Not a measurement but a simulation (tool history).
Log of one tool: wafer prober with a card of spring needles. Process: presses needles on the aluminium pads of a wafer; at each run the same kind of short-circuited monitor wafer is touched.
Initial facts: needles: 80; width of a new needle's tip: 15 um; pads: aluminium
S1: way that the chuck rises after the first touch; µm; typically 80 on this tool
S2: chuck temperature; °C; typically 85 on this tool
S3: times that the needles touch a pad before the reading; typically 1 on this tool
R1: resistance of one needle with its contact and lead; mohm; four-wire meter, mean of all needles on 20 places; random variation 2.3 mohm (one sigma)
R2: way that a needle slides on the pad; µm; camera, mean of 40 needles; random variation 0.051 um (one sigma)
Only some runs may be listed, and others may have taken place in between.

| run | hour | S1 | S2 | S3 | R1 | R2 |
|---|---|---|---|---|---|---|
| 1 | 0.0 | 80 | 85 | 1 | 378 | 20.82 |
| 2 | 51.0 | 71 | 85 | 1 | 329 | 18.41 |
| 3 | 100.6 | 80 | 85 | 1 | 405 | 20.74 |
| 4 | 170.6 | 80 | 90 | 1 | 275 | 21.07 |
| 5 | 224.2 | 80 | 90 | 1 | 420 | 21.05 |
| 6 | 276.4 | 80 | 90 | 1 | 276 | 21.02 |
| 7 | 338.7 | 80 | 90 | 1 | 421 | 20.86 |
| 8 | 403.0 | 80 | 90 | 1 | 393 | 20.83 |
| 9 | 452.2 | 80 | 90 | 1 | 280 | 20.82 |
| 10 | 495.1 | 80 | 90 | 1 | 280 | 21.09 |
| 11 | 541.3 | 80 | 90 | 1 | 313 | 21.11 |
| 12 | 605.2 | 80 | 85 | 1 | 328 | 20.92 |
| 13 | 659.4 | 65 | 85 | 1 | 394 | 16.91 |
| 14 | 729.3 | 65 | 85 | 1 | 439 | 16.76 |
| 15 | 785.4 | 76 | 63 | 2 | 357 | 20.03 |
| 16 | 835.6 | 76 | 63 | 2 | 277 | 19.93 |
| 17 | 895.0 | 76 | 63 | 2 | 371 | 19.88 |
| 18 | 959.8 | 76 | 63 | 2 | 296 | 19.99 |
| 19 | 1029.3 | 61 | 50 | 2 | 367 | 16.04 |
| 20 | 1061.5 | 80 | 29 | 1 | 355 | 20.99 |
| 21 | 1116.1 | 68 | 49 | 1 | 401 | 17.83 |
| 22 | 1177.4 | 80 | 48 | 1 | 307 | 20.78 |
| 23 | 1236.9 | 84 | 112 | 2 | 305 | 22.20 |

Removed from this log: 118 entries logged between the listed runs. Between which two listed runs does each belong, and how does the tool's hidden state at the listed run before it compare with that at the listed run after it?
In the gap between runs 1 and 2: tips cleaned on abrasive film (hour 7.1); tips cleaned on abrasive film (hour 16.5); height of the first contact set anew (hour 23.9); tips cleaned on abrasive film (hour 28.6); tips cleaned on abrasive film (hour 40.4); tips cleaned on abrasive film (hour 49.9)
  debris on the tips, nm: 137.6 -> 56.3; way that the needles fall short of the set height, um: 1.08 -> 1.49; tips' diameter, um: 18.86 -> 18.95
  measured minus no-state result, R1: +126 -> +70 mohm; R2: -0.28 -> -0.40 µm
In the gap between runs 2 and 3: tips cleaned on abrasive film (hour 60.5); tips cleaned on abrasive film (hour 72.3); tips cleaned on abrasive film (hour 84.1); tips cleaned on abrasive film (hour 93.6)
  debris on the tips, nm: 56.3 -> 166.6; way that the needles fall short of the set height, um: 1.49 -> 1.69; tips' diameter, um: 18.95 -> 19.02
  measured minus no-state result, R1: +70 -> +154 mohm; R2: -0.40 -> -0.44 µm
In the gap between runs 3 and 4: tips cleaned on abrasive film (hour 103.6); tips cleaned on abrasive film (hour 115.4); tips cleaned on abrasive film (hour 124.8); tips cleaned on abrasive film (hour 136.6); tips cleaned on abrasive film (hour 148.4); tips cleaned on abrasive film (hour 160.2); height of the first contact set anew, once more (hour 167.6); tips cleaned on abrasive film (hour 170.6)
  debris on the tips, nm: 166.6 -> 18.3; way that the needles fall short of the set height, um: 1.69 -> 0.03; tips' diameter, um: 19.02 -> 19.12
  measured minus no-state result, R1: +154 -> +20 mohm; R2: -0.44 -> -0.01 µm
In the gap between runs 4 and 5: tips cleaned on abrasive film (hour 182.4); tips cleaned on abrasive film (hour 191.9); tips cleaned on abrasive film (hour 203.7); tips cleaned on abrasive film (hour 215.5)
  debris on the tips, nm: 18.3 -> 181.2; way that the needles fall short of the set height, um: 0.03 -> 0.24; tips' diameter, um: 19.12 -> 19.19
  measured minus no-state result, R1: +20 -> +165 mohm; R2: -0.01 -> -0.06 µm
In the gap between runs 5 and 6: tips cleaned on abrasive film (hour 226.7); tips cleaned on abrasive film (hour 236.1); tips cleaned on abrasive film (hour 245.6); tips cleaned on abrasive film (hour 257.4); tips cleaned on abrasive film (hour 266.9); tips cleaned on abrasive film (hour 276.3)
  debris on the tips, nm: 181.2 -> 25; way that the needles fall short of the set height, um: 0.24 -> 0.53; tips' diameter, um: 19.19 -> 19.29
  measured minus no-state result, R1: +165 -> +27 mohm; R2: -0.06 -> -0.15 µm
In the gap between runs 6 and 7: tips cleaned on abrasive film (hour 285.9); tips cleaned on abrasive film (hour 297.7); tips cleaned on abrasive film (hour 309.5); tips cleaned on abrasive film (hour 319.0); tips cleaned on abrasive film (hour 330.8)
  debris on the tips, nm: 25 -> 181.5; way that the needles fall short of the set height, um: 0.53 -> 0.79; tips' diameter, um: 19.29 -> 19.38
  measured minus no-state result, R1: +27 -> +170 mohm; R2: -0.15 -> -0.21 µm
In the gap between runs 7 and 8: tips cleaned on abrasive film (hour 341.2); tips cleaned on abrasive film (hour 353.0); tips cleaned on abrasive film (hour 364.8); tips cleaned on abrasive film (hour 376.6); tips cleaned on abrasive film (hour 386.0); tips cleaned on abrasive film (hour 397.9)
  debris on the tips, nm: 181.5 -> 142.8; way that the needles fall short of the set height, um: 0.79 -> 1.07; tips' diameter, um: 19.38 -> 19.48
  measured minus no-state result, R1: +170 -> +138 mohm; R2: -0.21 -> -0.28 µm
In the gap between runs 8 and 9: tips cleaned on abrasive film (hour 407.7); tips cleaned on abrasive film (hour 419.6); tips cleaned on abrasive film (hour 431.4); tips cleaned on abrasive film (hour 440.8); tips cleaned on abrasive film (hour 452.2)
  debris on the tips, nm: 142.8 -> 22.2; way that the needles fall short of the set height, um: 1.07 -> 1.29; tips' diameter, um: 19.48 -> 19.56
  measured minus no-state result, R1: +138 -> +26 mohm; R2: -0.28 -> -0.34 µm
In the gap between runs 9 and 10: height of the first contact set anew (hour 457.2); tips cleaned on abrasive film (hour 464.3); tips cleaned on abrasive film (hour 473.8); tips cleaned on abrasive film (hour 485.6); tips cleaned on abrasive film (hour 495.1)
  debris on the tips, nm: 22.2 -> 20.5; way that the needles fall short of the set height, um: 1.29 -> 0.2; tips' diameter, um: 19.56 -> 19.63
  measured minus no-state result, R1: +26 -> +24 mohm; R2: -0.34 -> -0.05 µm
In the gap between runs 10 and 11: tips cleaned on abrasive film (hour 506.9); tips cleaned on abrasive film (hour 518.7); tips cleaned on abrasive film (hour 528.2); tips cleaned on abrasive film (hour 540.0)
  debris on the tips, nm: 20.5 -> 59.9; way that the needles fall short of the set height, um: 0.2 -> 0.38; tips' diameter, um: 19.63 -> 19.69
  measured minus no-state result, R1: +24 -> +60 mohm; R2: -0.05 -> -0.10 µm
In the gap between runs 11 and 12: tips cleaned on abrasive film (hour 550.8); tips cleaned on abrasive film (hour 560.3); tips cleaned on abrasive film (hour 569.7); tips cleaned on abrasive film (hour 581.5); tips cleaned on abrasive film (hour 593.3); tips cleaned on abrasive film (hour 602.8)
  debris on the tips, nm: 59.9 -> 74.6; way that the needles fall short of the set height, um: 0.38 -> 0.69; tips' diameter, um: 19.69 -> 19.8
  measured minus no-state result, R1: +60 -> +76 mohm; R2: -0.10 -> -0.18 µm
In the gap between runs 12 and 13: tips cleaned on abrasive film (hour 612.3); tips cleaned on abrasive film (hour 624.1); tips cleaned on abrasive film (hour 635.9); tips cleaned on abrasive film (hour 645.4); tips cleaned on abrasive film (hour 657.2)
  debris on the tips, nm: 74.6 -> 91.1; way that the needles fall short of the set height, um: 0.69 -> 0.98; tips' diameter, um: 19.8 -> 19.9
  measured minus no-state result, R1: +76 -> +135 mohm; R2: -0.18 -> -0.26 µm
In the gap between runs 13 and 14: tips cleaned on abrasive film (hour 668.8); tips cleaned on abrasive film (hour 680.6); tips cleaned on abrasive film (hour 690.1); tips cleaned on abrasive film (hour 701.9); tips cleaned on abrasive film (hour 713.7); tips cleaned on abrasive film (hour 725.5)
  debris on the tips, nm: 91.1 -> 124.9; way that the needles fall short of the set height, um: 0.98 -> 1.31; tips' diameter, um: 19.9 -> 20.02
  measured minus no-state result, R1: +135 -> +185 mohm; R2: -0.26 -> -0.34 µm
In the gap between runs 14 and 15: tips cleaned on abrasive film (hour 736.4); tips cleaned on abrasive film (hour 745.9); height of the first contact set anew (hour 746.2); tips cleaned on abrasive film (hour 758.0); tips cleaned on abrasive film (hour 767.4); tips cleaned on abrasive film (hour 779.3)
  debris on the tips, nm: 124.9 -> 161.4; way that the needles fall short of the set height, um: 1.31 -> 0.14; tips' diameter, um: 20.02 -> 20.1
  measured minus no-state result, R1: +185 -> +111 mohm; R2: -0.34 -> -0.03 µm
In the gap between runs 15 and 16: tips cleaned on abrasive film (hour 790.2); tips cleaned on abrasive film (hour 802.0); tips cleaned on abrasive film (hour 813.8); tips cleaned on abrasive film (hour 825.6); tips cleaned on abrasive film (hour 835.1)
  debris on the tips, nm: 161.4 -> 35.3; way that the needles fall short of the set height, um: 0.14 -> 0.37; tips' diameter, um: 20.1 -> 20.18
  measured minus no-state result, R1: +111 -> +29 mohm; R2: -0.03 -> -0.09 µm
In the gap between runs 16 and 17: tips cleaned on abrasive film (hour 845.1); tips cleaned on abrasive film (hour 854.5); tips cleaned on abrasive film (hour 866.3); tips cleaned on abrasive film (hour 878.1); tips cleaned on abrasive film (hour 887.6)
  debris on the tips, nm: 35.3 -> 170.6; way that the needles fall short of the set height, um: 0.37 -> 0.63; tips' diameter, um: 20.18 -> 20.28
  measured minus no-state result, R1: +29 -> +121 mohm; R2: -0.09 -> -0.17 µm
In the gap between runs 17 and 18: tips cleaned on abrasive film (hour 897.4); tips cleaned on abrasive film (hour 909.2); tips cleaned on abrasive film (hour 921.1); tips cleaned on abrasive film (hour 932.9); card fitted with new needles (hour 944.9); tips cleaned on abrasive film (hour 956.7)
  debris on the tips, nm: 170.6 -> 112.2; way that the needles fall short of the set height, um: 0.63 -> 0.04; tips' diameter, um: 20.28 -> 15.01
  measured minus no-state result, R1: +121 -> +47 mohm; R2: -0.17 -> -0.01 µm
In the gap between runs 18 and 19: tips cleaned on abrasive film (hour 966.9); tips cleaned on abrasive film (hour 976.4); tips cleaned on abrasive film (hour 988.2); tips cleaned on abrasive film (hour 1000.0); tips cleaned on abrasive film (hour 1009.5); tips cleaned on abrasive film (hour 1021.3)
  debris on the tips, nm: 112.2 -> 185.9; way that the needles fall short of the set height, um: 0.04 -> 0.34; tips' diameter, um: 15.01 -> 15.12
  measured minus no-state result, R1: +47 -> +119 mohm; R2: -0.01 -> -0.09 µm
In the gap between runs 19 and 20: tips cleaned on abrasive film (hour 1031.7); tips cleaned on abrasive film (hour 1043.5); tips cleaned on abrasive film (hour 1055.3)
  debris on the tips, nm: 185.9 -> 169.5; way that the needles fall short of the set height, um: 0.34 -> 0.45; tips' diameter, um: 15.12 -> 15.16
  measured minus no-state result, R1: +119 -> +117 mohm; R2: -0.09 -> -0.12 µm
In the gap between runs 20 and 21: tips cleaned on abrasive film (hour 1066.3); tips cleaned on abrasive film (hour 1075.8); tips cleaned on abrasive film (hour 1087.6); tips cleaned on abrasive film (hour 1097.1); tips cleaned on abrasive film (hour 1108.9)
  debris on the tips, nm: 169.5 -> 169; way that the needles fall short of the set height, um: 0.45 -> 0.7; tips' diameter, um: 15.16 -> 15.24
  measured minus no-state result, R1: +117 -> +152 mohm; R2: -0.12 -> -0.18 µm
In the gap between runs 21 and 22: tips cleaned on abrasive film (hour 1118.5); tips cleaned on abrasive film (hour 1128.0); tips cleaned on abrasive film (hour 1139.8); tips cleaned on abrasive film (hour 1151.6); tips cleaned on abrasive film (hour 1163.4); tips cleaned on abrasive film (hour 1175.2)
  debris on the tips, nm: 169 -> 98.4; way that the needles fall short of the set height, um: 0.7 -> 0.97; tips' diameter, um: 15.24 -> 15.34
  measured minus no-state result, R1: +152 -> +67 mohm; R2: -0.18 -> -0.26 µm
In the gap between runs 22 and 23: tips cleaned on abrasive film (hour 1186.9); tips cleaned on abrasive film (hour 1198.7); tips cleaned on abrasive film (hour 1210.5); tips cleaned on abrasive film (hour 1222.3); tips cleaned on abrasive film (hour 1231.8); height of the first contact set anew (hour 1234.4)
  debris on the tips, nm: 98.4 -> 140; way that the needles fall short of the set height, um: 0.97 -> 0; tips' diameter, um: 15.34 -> 15.43
  measured minus no-state result, R1: +67 -> +47 mohm; R2: -0.26 -> +0.00 µm
